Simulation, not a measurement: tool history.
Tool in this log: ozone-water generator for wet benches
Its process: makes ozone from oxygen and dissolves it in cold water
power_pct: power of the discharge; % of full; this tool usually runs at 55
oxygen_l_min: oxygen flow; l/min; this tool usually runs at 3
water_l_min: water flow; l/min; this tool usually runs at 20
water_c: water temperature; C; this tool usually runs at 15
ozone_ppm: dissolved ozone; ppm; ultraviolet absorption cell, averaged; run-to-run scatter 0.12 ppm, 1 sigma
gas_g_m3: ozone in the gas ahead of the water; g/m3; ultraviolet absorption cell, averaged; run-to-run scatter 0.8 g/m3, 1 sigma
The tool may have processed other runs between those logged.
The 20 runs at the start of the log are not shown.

run    hour  power_pct  oxygen_l_min  water_l_min  water_c  hours of work since the electrodes were changed  hours of work since the contactor was cleaned  hours of work since the thermometer was calibrated  ozone_ppm  gas_g_m3
 21  1405.1         43          1.72           16        9                                             4545                                           2402                                                1050        9.1     128.8
 22  1476.8         55             3           25       15                                             4612                                           2469                                                1117        6.9     105.1
 23  1530.3         75             3           25       10                                             4662                                           2518                                                1167        8.8     125.4
 24  1585.4         75          2.73           26       15                                             4713                                           2570                                                1218          8     134.2
 25  1632.7         75          2.73           26       15                                             4757                                           2614                                                1262          8       132
 26    1694         75          2.73           26       15                                             4814                                           2670                                                1319          8     133.5
 27  1745.2         55          5.31           30       12                                             4861                                           2718                                                1366        6.4      72.1
 28  1806.5         55          5.31           30       12                                             4918                                           2775                                                1423        6.3      72.9
 29  1879.6         55           2.7           15       12                                             4986                                           2843                                                1491       11.4     111.3
 30  1948.4         55           2.7           15       12                                             5050                                           2907                                                1555       11.3     110.8
 31  2005.9         55           2.7           15       12                                             5103                                           2960                                                1608       11.1     109.5
 32  2098.1         55           2.7           15       12                                             5189                                           3046                                                1694       11.2     109.4

Below are 5 alternative next runs, each starting from the tool's condition after run 32. Predict each:
  A  2175.4         55             3           20       19                                             5261                                           3118                                                1766          ?         ?
  B  2175.4         55           2.7           30       17                                             5261                                           3118                                                1766          ?         ?
  C  2175.4         55             3           27       15                                             5261                                           3118                                                1766          ?         ?
  D  2175.4         55             3           20       13                                             5261                                           3118                                                1766          ?         ?
  E  2175.4         55          3.63           15       12                                             5261                                           3118                                                1766          ?         ?

run  ozone_ppm  gas_g_m3
  A        8.2     101.3
  B        5.5     109.4
  C        6.3     101.4
  D        8.6     101.9
  E       11.2      90.8
With the hidden condition removed and each run's random variation left untouched, the same runs would have given:
run  ozone_ppm  gas_g_m3
  A       10.3     123.4
  B          7       133
  C        7.9     123.4
  D       10.8     124.1
  E         14     110.3
